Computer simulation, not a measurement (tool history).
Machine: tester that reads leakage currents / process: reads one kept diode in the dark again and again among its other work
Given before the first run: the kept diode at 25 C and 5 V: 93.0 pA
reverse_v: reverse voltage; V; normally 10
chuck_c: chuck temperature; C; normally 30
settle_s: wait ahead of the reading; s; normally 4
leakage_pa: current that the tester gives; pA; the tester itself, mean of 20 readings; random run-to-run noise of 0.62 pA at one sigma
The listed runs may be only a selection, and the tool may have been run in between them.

Run 1, day 0: usual settings. Result: leakage_pa 251 pA.
At day 1.812: probe card cleaned and baked.
Run 2, day 8.938: usual settings. Result: leakage_pa 229.36 pA.
Run 3, day 14.462: usual settings but settle_s 2.73 s. Result: leakage_pa 232.03 pA.
Run 4, day 23.804: usual settings but settle_s 2.73 s. Result: leakage_pa 236 pA.
Run 5, day 29.754: usual settings. Result: leakage_pa 236.69 pA.
Run 6, day 33.938: usual settings. Result: leakage_pa 237.28 pA.
At day 40.296: chuck's temperature calibrated.
Run 7, day 40.921: usual settings. Result: leakage_pa 210.1 pA.
Run 8, day 48.479: usual settings. Result: leakage_pa 213.02 pA.
Run 9, day 54.175: usual settings. Result: leakage_pa 214.8 pA.
Run 10, day 58.975: usual settings. Result: leakage_pa 215.59 pA.
Run 11, day 65.575: usual settings. Result: leakage_pa 217.26 pA.
Run 12, day 74.846: usual settings but reverse_v 7.6 V. Result: leakage_pa 189.12 pA.
Run 13, day 80.912: usual settings. Result: leakage_pa 221.61 pA.
Run 14, day 89.179: usual settings but reverse_v 1 V. Result: leakage_pa 61.5 pA.
Run 15, day 97.638: usual settings. Result: leakage_pa 226.55 pA.
Run 16, day 102.417: usual settings. Result: leakage_pa 228.08 pA.
Run 17, day 111.229: usual settings. Result: leakage_pa 230.4 pA.
Run 18, day 116.421: usual settings but reverse_v 3 V, chuck_c 31 C, settle_s 2.8 s. Result: leakage_pa 126.34 pA.
Run 19, day 126.046: usual settings but reverse_v 9.6 V, chuck_c 48 C, settle_s 0.64 s. Result: leakage_pa 848.63 pA.
Run 20, day 135.579: usual settings but reverse_v 9.6 V, chuck_c 48 C, settle_s 0.64 s. Result: leakage_pa 856.96 pA.
Run 21, day 140.704: usual settings but chuck_c 51 C, settle_s 5.99 s. Result: leakage_pa 1085.4 pA.
Run 22, day 149.329: usual settings but chuck_c 51 C, settle_s 5.99 s. Result: leakage_pa 1088.42 pA.
Run 23, day 158.25: usual settings but reverse_v 13.2 V, chuck_c 59 C, settle_s 9.79 s. Result: leakage_pa 2179.03 pA.
Run 24, day 163.954: usual settings but reverse_v 1.5 V, chuck_c 43 C, settle_s 5.54 s. Result: leakage_pa 218.65 pA.
Run 25, day 173.996: usual settings but reverse_v 1.5 V, chuck_c 43 C, settle_s 5.54 s. Result: leakage_pa 221.02 pA.
At day 180.596: chuck's temperature calibrated.
Run 26, day 181.771: usual settings but reverse_v 1.5 V, chuck_c 43 C, settle_s 5.54 s. Result: leakage_pa 193.94 pA.
Run 27, day 191.488: usual settings but chuck_c 48 C, settle_s 0.47 s. Result: leakage_pa 811.8 pA.
Run 28, day 197.333: usual settings but reverse_v 4.8 V, chuck_c 51 C, settle_s 2.34 s. Result: leakage_pa 662.28 pA.
At day 200.862: probe card cleaned and baked.
Run 29, day 206.946: usual settings but reverse_v 3.4 V, settle_s 0.56 s. Result: leakage_pa 114.9 pA.
Run 30, day 216.104: usual settings but reverse_v 1.2 V, settle_s 4.67 s. Result: leakage_pa 64.4 pA.
Run 31, day 225.271: usual settings but reverse_v 1.2 V, chuck_c 49 C. Result: leakage_pa 269.04 pA.
Run 32, day 229.654: usual settings but reverse_v 8 V, chuck_c 35 C, settle_s 1.77 s. Result: leakage_pa 276.68 pA.
Run 33, day 236.321: usual settings but reverse_v 8 V, chuck_c 35 C, settle_s 1.57 s. Result: leakage_pa 279.97 pA.

Alternative continuations, all from the tool just after run 33; predict every row:
Run A, day 243.933: usual settings but chuck_c 58 C, settle_s 7.17 s. Result: leakage_pa ?.
Run B, day 243.933: usual settings but reverse_v 3.1 V, chuck_c 58 C, settle_s 3.97 s. Result: leakage_pa ?.
Run C, day 243.933: usual settings but reverse_v 8 V, chuck_c 35 C, settle_s 0.71 s. Result: leakage_pa ?.
Run D, day 243.933: usual settings but reverse_v 7.1 V, chuck_c 24 C, settle_s 0.51 s. Result: leakage_pa ?.
Run E, day 243.933: usual settings but reverse_v 3.7 V, chuck_c 35 C, settle_s 1.9 s. Result: leakage_pa ?.

run  leakage_pa
  A     1633.52
  B      858.64
  C       283.8
  D      114.91
  E      182.08
With the hidden condition removed and each run's random variation left untouched, the same runs would have given:
run  leakage_pa
  A     1593.86
  B      838.77
  C      272.69
  D       108.5
  E      175.52
